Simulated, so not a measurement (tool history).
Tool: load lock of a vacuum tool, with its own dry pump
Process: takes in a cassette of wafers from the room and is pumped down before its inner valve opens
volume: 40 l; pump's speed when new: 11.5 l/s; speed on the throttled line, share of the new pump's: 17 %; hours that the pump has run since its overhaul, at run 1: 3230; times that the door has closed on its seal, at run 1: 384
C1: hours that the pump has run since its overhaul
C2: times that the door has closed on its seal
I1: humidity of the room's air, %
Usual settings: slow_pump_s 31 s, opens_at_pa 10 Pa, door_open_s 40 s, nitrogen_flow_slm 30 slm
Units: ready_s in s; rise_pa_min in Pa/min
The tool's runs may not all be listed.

Run 1, day 0: usual settings; C1 3230; C2 384; I1 44.2. Result: ready_s 60 s, rise_pa_min 0.024 Pa/min.
Run 2, day 3.95: usual settings but slow_pump_s 35 s; C1 3325; C2 513; I1 43.5. Result: ready_s 63.6 s, rise_pa_min 0.027 Pa/min.
Run 3, day 7.212: usual settings; C1 3403; C2 620; I1 44.5. Result: ready_s 59.9 s, rise_pa_min 0.026 Pa/min.
Run 4, day 11.967: usual settings; C1 3517; C2 776; I1 43.8. Result: ready_s 60.4 s, rise_pa_min 0.025 Pa/min.
Run 5, day 17.304: usual settings; C1 3646; C2 950; I1 45.7. Result: ready_s 59.6 s, rise_pa_min 0.025 Pa/min.
Run 6, day 19.667: usual settings; C1 3702; C2 1027; I1 51.7. Result: ready_s 60.2 s, rise_pa_min 0.027 Pa/min.
Run 7, day 24.504: usual settings; C1 3818; C2 1186; I1 45.1. Result: ready_s 60 s, rise_pa_min 0.021 Pa/min.
Run 8, day 29.038: usual settings; C1 3927; C2 1334; I1 42.8. Result: ready_s 60.8 s, rise_pa_min 0.027 Pa/min.
Run 9, day 32.929: usual settings but nitrogen_flow_slm 8 slm; C1 4021; C2 1461; I1 46. Result: ready_s 60 s, rise_pa_min 0.054 Pa/min.
Run 10, day 35.254: usual settings but slow_pump_s 48 s, nitrogen_flow_slm 15 slm; C1 4076; C2 1537; I1 47.7. Result: ready_s 74.5 s, rise_pa_min 0.038 Pa/min.
Run 11, day 38.392: usual settings but slow_pump_s 48 s, nitrogen_flow_slm 10 slm; C1 4152; C2 1640; I1 49.1. Result: ready_s 75.1 s, rise_pa_min 0.05 Pa/min.
Run 12, day 43.508: usual settings but opens_at_pa 9 Pa, door_open_s 135 s, nitrogen_flow_slm 27 slm; C1 4275; C2 1807; I1 42.5. Result: ready_s 61.6 s, rise_pa_min 0.047 Pa/min.
Run 13, day 45.75: usual settings but slow_pump_s 35 s, opens_at_pa 9 Pa, door_open_s 63 s, nitrogen_flow_slm 6 slm; C1 4328; C2 1880; I1 48.7. Result: ready_s 65.4 s, rise_pa_min 0.069 Pa/min.

Forecast each of these 4 alternatives for the next run:
Run A, day 49.05: usual settings but slow_pump_s 18 s, opens_at_pa 9 Pa, door_open_s 31 s, nitrogen_flow_slm 6 slm; C1 4407; C2 1988; I1 46.1. Result: ready_s ?, rise_pa_min ?.
Run B, day 49.05: usual settings but slow_pump_s 23 s, opens_at_pa 14 Pa; C1 4407; C2 1988; I1 45.8. Result: ready_s ?, rise_pa_min ?.
Run C, day 49.05: usual settings but slow_pump_s 45 s, door_open_s 123 s, nitrogen_flow_slm 6 slm; C1 4407; C2 1988; I1 43.2. Result: ready_s ?, rise_pa_min ?.
Run D, day 49.05: usual settings; C1 4407; C2 1988; I1 42.2. Result: ready_s ?, rise_pa_min ?.

run  ready_s  rise_pa_min
  A     51.1        0.049
  B     53.3        0.029
  C     71.9         0.09
  D     61.4         0.03
Without the tool's hidden state the same runs would have given:
run  ready_s  rise_pa_min
  A     47.7        0.043
  B     50.2        0.023
  C     69.1        0.083
  D     58.3        0.024
